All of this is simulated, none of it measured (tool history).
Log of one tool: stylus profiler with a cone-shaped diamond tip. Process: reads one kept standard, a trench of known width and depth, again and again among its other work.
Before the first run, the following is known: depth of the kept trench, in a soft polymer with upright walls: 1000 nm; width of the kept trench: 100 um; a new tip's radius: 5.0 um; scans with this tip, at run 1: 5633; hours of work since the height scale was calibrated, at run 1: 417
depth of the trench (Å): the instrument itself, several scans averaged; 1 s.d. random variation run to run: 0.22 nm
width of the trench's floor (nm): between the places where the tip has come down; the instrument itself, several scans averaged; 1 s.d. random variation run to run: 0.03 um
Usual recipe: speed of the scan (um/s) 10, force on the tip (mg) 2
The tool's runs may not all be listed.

run   hour  speed of the scan (um/s)  force on the tip (mg)  scans with this tip  hours of work since the height scale was calibrated  depth of the trench (Å)  width of the trench's floor (nm)
  1      0                        10                      2                 5633                                                  417                  10063.6                             93960
  2    9.4                        10                      2                 5725                                                  424                  10063.3                             93970
  3   21.9                        10                   1.38                 5849                                                  433                  10047.8                             93930
  4     32                        10                      2                 5948                                                  440                  10064.4                             93890
  5   46.6                        10                      2                 6091                                                  451                  10065.6                             93960
  6   60.8                        10                      2                 6231                                                  461                  10063.3                             93940
  7   69.3                        10                      2                 6315                                                  468                  10058.6                             93950
  8   85.4                        10                      2                 6473                                                  479                  10067.1                             93930
  9     93                        10                      2                 6548                                                  485                  10064.9                             93960
 10  102.5                        10                      2                 6641                                                  492                  10066.3                             93930
 11    118                        10                      2                 6793                                                  503                  10063.9                             94000
 12  126.8                        10                      2                 6880                                                  509                  10067.1                             93930
 13  135.5                        10                      2                 6966                                                  516                  10063.2                             93960
 14    145                        10                      2                 7059                                                  523                  10063.1                             93970
 15  160.7                        10                      2                 7213                                                  534                  10065.8                             93930
 16  174.7                        10                      2                 7351                                                  544                  10063.4                             93950
 17  183.4                        10                      2                 7437                                                  551                  10062.7                             93950
 18    199                        10                      2                 7590                                                  562                  10063.9                             93910
 19  207.2                        10                      2                 7671                                                  568                    10063                             93960
 20  221.7                        10                      2                 7814                                                  579                    10063                             93960
 21  230.4                        10                      2                 7899                                                  585                  10065.1                             93980
 22  242.7                        10                      2                 8020                                                  594                    10064                             93930
 23  255.6                         7                      2                 8147                                                  603                  10056.8                             93950
 24  266.4                        31                   5.64                 8253                                                  611                  10127.6                             93920
 25  273.4                        31                   5.64                 8322                                                  616                  10130.5                             93860
 26  286.3                        16                      2                 8449                                                  626                  10064.3                             93930
 27  302.8                         3                   1.82                 8611                                                  638                  10061.3                             94030
 28  319.2                         2                   3.33                 8772                                                  650                  10089.9                             93920
 29  331.6                         2                   3.33                 8895                                                  659                  10087.1                             94020
 30  344.9                        15                   3.56                 9025                                                  668                  10098.3                             93950
 31    354                        15                   3.56                 9115                                                  675                  10093.9                             93980
 32  363.6                        15                   3.56                 9209                                                  682                  10097.5                             93940
 33  372.6                         5                   3.33                 9298                                                  688                  10093.4                             93910
 34  388.5                         5                   3.33                 9454                                                  700                  10087.6                             93960
 35  396.3                        29                   1.04                 9531                                                  706                  10043.2                             93820
 36  404.8                         3                   5.86                 9614                                                  712                  10135.6                             93980
 37  420.6                         3                   5.86                 9770                                                  723                  10131.9                             93930
 38  429.9                         3                   5.86                 9861                                                  730                  10129.2                             93970
 39  437.5                        10                   3.81                 9936                                                  736                  10097.8                             94000
 40  444.7                         5                   1.78                10007                                                  741                  10058.1                             93940
 41  455.1                         5                   1.78                10109                                                  748                    10063                             93950
 42  466.6                         5                   1.78                10222                                                  757                  10058.7                             93990
 43  477.4                         6                   1.21                10329                                                  765                  10044.5                             94020
 44  486.8                         6                   1.21                10421                                                  772                  10048.8                             93980
 45  496.6                         6                   1.21                10517                                                  779                    10044                             93910
 46  504.3                         7                   2.72                10593                                                  784                  10080.9                             93920

5 options for the next run, each taken on its own from the tool as it stands now. Forecast them:
  A  514.1                         5                   5.26                10689                                                  791                        ?                                 ?
  B  514.1                         3                   1.31                10689                                                  791                        ?                                 ?
  C  514.1                         6                   5.37                10689                                                  791                        ?                                 ?
  D  514.1                        15                    1.1                10689                                                  791                        ?                                 ?
  E  514.1                         5                   2.53                10689                                                  791                        ?                                 ?

run  depth of the trench (Å)  width of the trench's floor (nm)
  A                  10126.1                             93930
  B                  10049.3                             93960
  C                    10122                             93930
  D                  10045.5                             93860
  E                  10077.4                             93950
What these runs would have given with no unlogged condition in the tool:
run  depth of the trench (Å)  width of the trench's floor (nm)
  A                  10125.9                             93950
  B                    10049                             93970
  C                  10121.8                             93950
  D                  10045.3                             93870
  E                  10077.2                             93970
